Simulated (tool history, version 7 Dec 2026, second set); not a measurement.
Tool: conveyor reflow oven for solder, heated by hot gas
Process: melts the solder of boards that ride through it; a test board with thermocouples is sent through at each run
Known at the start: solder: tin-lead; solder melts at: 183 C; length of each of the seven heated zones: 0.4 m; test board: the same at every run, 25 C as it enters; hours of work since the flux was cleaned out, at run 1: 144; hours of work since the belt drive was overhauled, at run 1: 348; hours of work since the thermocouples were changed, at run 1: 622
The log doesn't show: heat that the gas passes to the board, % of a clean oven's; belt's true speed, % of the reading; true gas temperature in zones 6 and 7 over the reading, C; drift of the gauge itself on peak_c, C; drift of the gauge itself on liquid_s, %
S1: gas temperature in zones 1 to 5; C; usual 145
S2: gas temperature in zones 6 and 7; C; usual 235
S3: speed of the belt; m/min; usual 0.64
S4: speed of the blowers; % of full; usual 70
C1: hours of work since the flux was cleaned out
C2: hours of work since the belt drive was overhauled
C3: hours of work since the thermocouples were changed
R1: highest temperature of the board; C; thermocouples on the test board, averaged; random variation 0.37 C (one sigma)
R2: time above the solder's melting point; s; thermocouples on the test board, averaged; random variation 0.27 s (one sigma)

| run | hour | S1 | S2 | S3 | S4 | C1 | C2 | C3 | R1 | R2 |
|---|---|---|---|---|---|---|---|---|---|---|
| 1 | 0 | 145 | 235 | 0.64 | 70 | 144 | 348 | 622 | 218.4 | 60.3 |
| 2 | 16.8 | 145 | 235 | 0.58 | 70 | 155 | 359 | 633 | 221.4 | 68.9 |
| 3 | 25.4 | 157 | 235 | 0.64 | 70 | 161 | 364 | 639 | 219.8 | 66.4 |
| 4 | 41.9 | 145 | 235 | 0.64 | 52 | 172 | 375 | 649 | 215.2 | 56.7 |
| 5 | 51.7 | 145 | 235 | 0.567 | 70 | 178 | 381 | 656 | 221.1 | 71.5 |
| 6 | 62.6 | 145 | 235 | 0.64 | 62 | 185 | 388 | 663 | 217 | 59 |
| 7 | 77.5 | 145 | 235 | 0.64 | 62 | 195 | 398 | 673 | 216.3 | 57.9 |
| 8 | 86.4 | 145 | 235 | 0.64 | 62 | 201 | 404 | 678 | 216.7 | 58.4 |
| 9 | 100.6 | 145 | 235 | 0.64 | 62 | 210 | 413 | 688 | 216.4 | 58.1 |
| 10 | 112 | 145 | 248 | 0.64 | 70 | 217 | 420 | 695 | 229.3 | 67 |
| 11 | 121.1 | 145 | 248 | 0.64 | 70 | 223 | 426 | 701 | 229.1 | 67.3 |
|  | 127.7 | flux residue cleaned out of gas plates and filters |
| 12 | 139.1 | 145 | 237 | 0.64 | 70 | 7 | 435 | 709 | 218.7 | 60.1 |
| 13 | 155.6 | 145 | 237 | 0.64 | 70 | 18 | 446 | 720 | 218.3 | 60.2 |
|  | 163.8 | flux residue cleaned out of gas plates and filters, once more |
| 14 | 173.6 | 145 | 237 | 0.64 | 70 | 6 | 454 | 729 | 220.3 | 61.6 |
| 15 | 184.3 | 145 | 235 | 0.64 | 70 | 13 | 461 | 736 | 218.1 | 60.1 |
| 16 | 197.3 | 145 | 235 | 0.64 | 70 | 22 | 470 | 744 | 218.3 | 60.2 |
| 17 | 208.3 | 136 | 235 | 0.623 | 81 | 29 | 477 | 751 | 219.7 | 59.7 |
| 18 | 220.1 | 136 | 235 | 0.623 | 81 | 37 | 484 | 759 | 219.2 | 59.8 |
| 19 | 228.5 | 145 | 235 | 0.64 | 70 | 42 | 490 | 764 | 217.8 | 60 |
| 20 | 238.6 | 140 | 229 | 0.58 | 83 | 49 | 496 | 771 | 216 | 64.1 |
| 21 | 256.4 | 140 | 229 | 0.654 | 83 | 60 | 508 | 783 | 212.9 | 54.1 |
| 22 | 264.8 | 152 | 235 | 0.737 | 70 | 66 | 513 | 788 | 215.9 | 52.4 |

Run 23 comes next. What will it give?
| 23 | 282.5 | 152 | 235 | 0.737 | 70 | 77 | 525 | 800 | ? | ? |

Run 23 gave R1 215.4 C, R2 51.7 s.
Without the tool's hidden state the same run would have given R1 216.9 C, R2 52.2 s.
